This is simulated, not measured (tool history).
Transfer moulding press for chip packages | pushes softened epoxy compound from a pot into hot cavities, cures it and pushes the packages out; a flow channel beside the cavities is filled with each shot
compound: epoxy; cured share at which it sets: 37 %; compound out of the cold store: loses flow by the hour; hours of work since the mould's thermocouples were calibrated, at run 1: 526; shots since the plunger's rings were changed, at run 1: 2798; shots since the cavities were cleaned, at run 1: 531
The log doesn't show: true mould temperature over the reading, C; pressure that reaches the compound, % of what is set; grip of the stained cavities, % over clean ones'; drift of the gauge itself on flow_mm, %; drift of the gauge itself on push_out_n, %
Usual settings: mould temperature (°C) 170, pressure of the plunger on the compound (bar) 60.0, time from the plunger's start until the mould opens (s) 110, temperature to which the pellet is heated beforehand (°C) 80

| run | hour | mould temperature (°C) | pressure of the plunger on the compound (bar) | time from the plunger's start until the mould opens (s) | temperature to which the pellet is heated beforehand (°C) | hours of work since the mould's thermocouples were calibrated | shots since the plunger's rings were changed | shots since the cavities were cleaned | incoming compound's hours out of the cold store | length that the compound runs in the flow channel (mm) | greatest force on the pins that push the packages out (N) |
|---|---|---|---|---|---|---|---|---|---|---|---|
| 1 | 0.0 | 170 | 60.0 | 110 | 80 | 526 | 2798 | 531 | 46.7 | 678 | 603 |
|  | 44.5 | cavities cleaned with cleaning compound and waxed |
| 2 | 66.6 | 170 | 60.0 | 110 | 80 | 570 | 3585 | 268 | 36.9 | 684 | 518 |
| 3 | 109.7 | 170 | 60.0 | 110 | 80 | 599 | 4104 | 787 | 9.3 | 743 | 690 |
|  | 118.6 | mould's thermocouples calibrated |
|  | 133.4 | plunger's sealing rings changed |
|  | 134.9 | cavities cleaned with cleaning compound and waxed |
| 4 | 203.7 | 170 | 60.0 | 110 | 80 | 55 | 831 | 831 | 19.3 | 737 | 670 |
|  | 223.4 | cavities cleaned with cleaning compound and waxed |
| 5 | 286.8 | 170 | 60.0 | 110 | 80 | 110 | 1815 | 764 | 34.9 | 700 | 650 |
|  | 312.2 | mould's thermocouples calibrated, once more |
|  | 313.7 | cavities cleaned with cleaning compound and waxed |
| 6 | 348.0 | 162 | 60.0 | 110 | 80 | 23 | 2511 | 413 | 22.5 | 742 | 863 |
| 7 | 390.4 | 162 | 60.0 | 110 | 80 | 52 | 3023 | 925 | 44.7 | 703 | 1019 |
|  | 403.7 | cavities cleaned with cleaning compound and waxed |
| 8 | 474.1 | 162 | 60.0 | 110 | 80 | 108 | 4015 | 850 | 44.8 | 698 | 965 |
|  | 491.1 | cavities cleaned with cleaning compound and waxed |
|  | 504.8 | plunger's sealing rings changed |
| 9 | 533.7 | 162 | 60.0 | 110 | 80 | 146 | 349 | 483 | 43.7 | 713 | 853 |
|  | 582.0 | cavities cleaned with cleaning compound and waxed |
| 10 | 584.5 | 170 | 60.0 | 110 | 80 | 179 | 944 | 30 | 11.9 | 748 | 357 |
| 11 | 657.0 | 170 | 60.0 | 110 | 80 | 228 | 1819 | 905 | 24.3 | 718 | 692 |
|  | 668.1 | cavities cleaned with cleaning compound and waxed |
| 12 | 721.7 | 170 | 60.0 | 110 | 80 | 271 | 2581 | 646 | 37.4 | 692 | 654 |
|  | 754.3 | cavities cleaned with cleaning compound and waxed |
| 13 | 802.2 | 170 | 60.0 | 120 | 80 | 325 | 3535 | 578 | 12.3 | 739 | 619 |
|  | 840.7 | cavities cleaned with cleaning compound and waxed |
| 14 | 842.5 | 170 | 60.0 | 120 | 80 | 351 | 4003 | 22 | 8.1 | 741 | 319 |
|  | 873.8 | plunger's sealing rings changed |
| 15 | 908.0 | 171 | 45.8 | 91 | 75 | 394 | 412 | 782 | 10.6 | 660 | 828 |
|  | 934.2 | cavities cleaned with cleaning compound and waxed |
| 16 | 961.7 | 170 | 65.2 | 101 | 71 | 429 | 1042 | 332 | 24.5 | 755 | 608 |
|  | 1025.9 | cavities cleaned with cleaning compound and waxed |
| 17 | 1026.3 | 169 | 72.1 | 112 | 83 | 472 | 1803 | 4 | 39.8 | 761 | 291 |
| 18 | 1109.2 | 174 | 72.1 | 133 | 83 | 528 | 2804 | 1005 | 45.0 | 731 | 620 |
|  | 1117.6 | cavities cleaned with cleaning compound and waxed |
| 19 | 1183.2 | 170 | 60.0 | 110 | 78 | 577 | 3679 | 792 | 24.6 | 713 | 639 |
|  | 1204.6 | cavities cleaned with cleaning compound and waxed |
|  | 1225.1 | mould's thermocouples calibrated |
| 20 | 1225.1 | 170 | 60.0 | 110 | 78 | 0 | 4142 | 223 | 34.5 | 694 | 512 |
|  | 1245.4 | plunger's sealing rings changed |
|  | 1298.5 | cavities cleaned with cleaning compound and waxed |
| 21 | 1301.8 | 170 | 60.3 | 99 | 74 | 49 | 662 | 40 | 44.4 | 694 | 397 |
| 22 | 1342.0 | 168 | 46.1 | 99 | 74 | 77 | 1148 | 526 | 10.8 | 671 | 857 |
|  | 1386.4 | cavities cleaned with cleaning compound and waxed |
| 23 | 1391.9 | 176 | 55.6 | 148 | 81 | 109 | 1732 | 67 | 13.4 | 704 | 346 |
| 24 | 1447.8 | 166 | 67.8 | 110 | 80 | 147 | 2405 | 740 | 42.1 | 742 | 756 |
|  | 1475.5 | cavities cleaned with cleaning compound and waxed |
| 25 | 1508.0 | 173 | 60.0 | 106 | 80 | 187 | 3115 | 393 | 43.8 | 676 | 561 |
|  | 1562.7 | cavities cleaned with cleaning compound and waxed |
| 26 | 1596.5 | 173 | 60.0 | 106 | 80 | 246 | 4164 | 407 | 30.9 | 689 | 619 |
|  | 1614.0 | plunger's sealing rings changed |
|  | 1654.2 | cavities cleaned with cleaning compound and waxed |
| 27 | 1689.4 | 173 | 60.0 | 106 | 80 | 307 | 892 | 424 | 34.3 | 703 | 555 |

Forecast each of these 3 alternatives for the next run:
|  | 1742.5 | cavities cleaned with cleaning compound and waxed |
| A | 1764.1 | 167 | 61.0 | 149 | 80 | 356 | 1774 | 260 | 9.8 | ? | ? |
|  | 1742.5 | cavities cleaned with cleaning compound and waxed |
| B | 1764.1 | 173 | 68.5 | 121 | 87 | 356 | 1774 | 260 | 44.3 | ? | ? |
|  | 1742.5 | cavities cleaned with cleaning compound and waxed |
| C | 1764.1 | 170 | 63.7 | 92 | 84 | 356 | 1774 | 260 | 14.2 | ? | ? |

| run | length that the compound runs in the flow channel (mm) | greatest force on the pins that push the packages out (N) |
|---|---|---|
| A | 768 | 475 |
| B | 728 | 471 |
| C | 764 | 669 |
Without the tool's hidden state the same runs would have given:
| run | length that the compound runs in the flow channel (mm) | greatest force on the pins that push the packages out (N) |
|---|---|---|
| A | 781 | 276 |
| B | 740 | 272 |
| C | 777 | 410 |
